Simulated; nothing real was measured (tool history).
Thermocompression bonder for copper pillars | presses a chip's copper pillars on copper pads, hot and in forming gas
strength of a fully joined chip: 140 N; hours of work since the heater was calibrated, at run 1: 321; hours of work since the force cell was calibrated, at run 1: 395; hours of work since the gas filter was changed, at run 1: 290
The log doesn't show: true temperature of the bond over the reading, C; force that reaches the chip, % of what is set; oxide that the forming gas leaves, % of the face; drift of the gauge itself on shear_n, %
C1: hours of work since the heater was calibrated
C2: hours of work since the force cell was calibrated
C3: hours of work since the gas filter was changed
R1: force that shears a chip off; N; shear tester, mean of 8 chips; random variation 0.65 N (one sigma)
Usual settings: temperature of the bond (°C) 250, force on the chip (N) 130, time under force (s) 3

{"run": 1, "day": 0.0, "temperature of the bond (°C)": 250, "force on the chip (N)": 130, "time under force (s)": 3, "C1": 321, "C2": 395, "C3": 290, "R1": 50.1}
{"run": 2, "day": 0.954, "temperature of the bond (°C)": 250, "force on the chip (N)": 130, "time under force (s)": 3, "C1": 333, "C2": 407, "C3": 303, "R1": 50.1}
{"run": 3, "day": 1.375, "temperature of the bond (°C)": 250, "force on the chip (N)": 130, "time under force (s)": 3, "C1": 339, "C2": 413, "C3": 308, "R1": 49.2}
{"run": 4, "day": 2.05, "temperature of the bond (°C)": 250, "force on the chip (N)": 130, "time under force (s)": 3, "C1": 347, "C2": 421, "C3": 317, "R1": 50.4}
{"run": 5, "day": 2.708, "temperature of the bond (°C)": 250, "force on the chip (N)": 130, "time under force (s)": 3, "C1": 356, "C2": 430, "C3": 325, "R1": 50.8}
{"run": 6, "day": 3.342, "temperature of the bond (°C)": 250, "force on the chip (N)": 130, "time under force (s)": 3, "C1": 364, "C2": 438, "C3": 334, "R1": 49.9}
{"run": 7, "day": 3.742, "temperature of the bond (°C)": 250, "force on the chip (N)": 130, "time under force (s)": 3, "C1": 369, "C2": 443, "C3": 339, "R1": 50.9}
{"run": 8, "day": 4.421, "temperature of the bond (°C)": 250, "force on the chip (N)": 130, "time under force (s)": 3, "C1": 378, "C2": 452, "C3": 348, "R1": 51.1}
{"run": 9, "day": 4.862, "temperature of the bond (°C)": 250, "force on the chip (N)": 104, "time under force (s)": 3, "C1": 384, "C2": 458, "C3": 353, "R1": 40.6}
{"run": 10, "day": 5.467, "temperature of the bond (°C)": 250, "force on the chip (N)": 104, "time under force (s)": 3, "C1": 391, "C2": 465, "C3": 361, "R1": 41.3}
{"run": 11, "day": 6.271, "temperature of the bond (°C)": 250, "force on the chip (N)": 187, "time under force (s)": 3, "C1": 402, "C2": 476, "C3": 371, "R1": 67.0}
{"run": 12, "day": 7.075, "temperature of the bond (°C)": 250, "force on the chip (N)": 130, "time under force (s)": 2, "C1": 412, "C2": 486, "C3": 382, "R1": 42.2}
{"run": 13, "day": 7.529, "temperature of the bond (°C)": 250, "force on the chip (N)": 130, "time under force (s)": 2, "C1": 418, "C2": 492, "C3": 388, "R1": 42.6}
{"run": 14, "day": 7.942, "temperature of the bond (°C)": 270, "force on the chip (N)": 84, "time under force (s)": 2, "C1": 423, "C2": 497, "C3": 393, "R1": 35.7}
{"run": 15, "day": 8.442, "temperature of the bond (°C)": 260, "force on the chip (N)": 130, "time under force (s)": 3, "C1": 430, "C2": 504, "C3": 399, "R1": 55.8}
{"run": 16, "day": 9.321, "temperature of the bond (°C)": 260, "force on the chip (N)": 130, "time under force (s)": 3, "C1": 441, "C2": 515, "C3": 411, "R1": 55.7}
{"run": 17, "day": 9.958, "temperature of the bond (°C)": 260, "force on the chip (N)": 82, "time under force (s)": 2, "C1": 449, "C2": 523, "C3": 419, "R1": 31.3}
{"run": 18, "day": 10.858, "temperature of the bond (°C)": 267, "force on the chip (N)": 109, "time under force (s)": 8, "C1": 461, "C2": 535, "C3": 431, "R1": 73.1}
{"day": 10.954, "done": "forming gas filter changed"}
{"run": 19, "day": 11.671, "temperature of the bond (°C)": 258, "force on the chip (N)": 171, "time under force (s)": 2, "C1": 471, "C2": 545, "C3": 9, "R1": 63.4}
{"run": 20, "day": 12.1, "temperature of the bond (°C)": 248, "force on the chip (N)": 130, "time under force (s)": 5, "C1": 477, "C2": 551, "C3": 15, "R1": 63.1}
{"run": 21, "day": 12.854, "temperature of the bond (°C)": 248, "force on the chip (N)": 130, "time under force (s)": 5, "C1": 487, "C2": 560, "C3": 25, "R1": 63.8}
{"run": 22, "day": 13.517, "temperature of the bond (°C)": 227, "force on the chip (N)": 86, "time under force (s)": 4, "C1": 495, "C2": 569, "C3": 33, "R1": 32.7}
{"run": 23, "day": 14.279, "temperature of the bond (°C)": 227, "force on the chip (N)": 86, "time under force (s)": 4, "C1": 505, "C2": 579, "C3": 43, "R1": 31.2}
{"run": 24, "day": 14.783, "temperature of the bond (°C)": 250, "force on the chip (N)": 150, "time under force (s)": 6, "C1": 511, "C2": 585, "C3": 49, "R1": 78.8}
{"run": 25, "day": 15.712, "temperature of the bond (°C)": 250, "force on the chip (N)": 150, "time under force (s)": 6, "C1": 523, "C2": 597, "C3": 61, "R1": 77.2}
{"run": 26, "day": 16.579, "temperature of the bond (°C)": 247, "force on the chip (N)": 81, "time under force (s)": 2, "C1": 535, "C2": 608, "C3": 73, "R1": 29.2}

Forecast each of these 4 alternatives for the next run:
{"run": "A", "day": 17.208, "temperature of the bond (°C)": 258, "force on the chip (N)": 110, "time under force (s)": 6, "C1": 543, "C2": 617, "C3": 81, "R1": "?"}
{"run": "B", "day": 17.208, "temperature of the bond (°C)": 224, "force on the chip (N)": 193, "time under force (s)": 2, "C1": 543, "C2": 617, "C3": 81, "R1": "?"}
{"run": "C", "day": 17.208, "temperature of the bond (°C)": 231, "force on the chip (N)": 122, "time under force (s)": 8, "C1": 543, "C2": 617, "C3": 81, "R1": "?"}
{"run": "D", "day": 17.208, "temperature of the bond (°C)": 224, "force on the chip (N)": 128, "time under force (s)": 8, "C1": 543, "C2": 617, "C3": 81, "R1": "?"}

run=A R1=67.2
run=B R1=48.5
run=C R1=60.6
run=D R1=58.1
Without the tool's hidden state the same runs would have given:
run=A R1=62.7
run=B R1=44.3
run=C R1=55.9
run=D R1=53.4
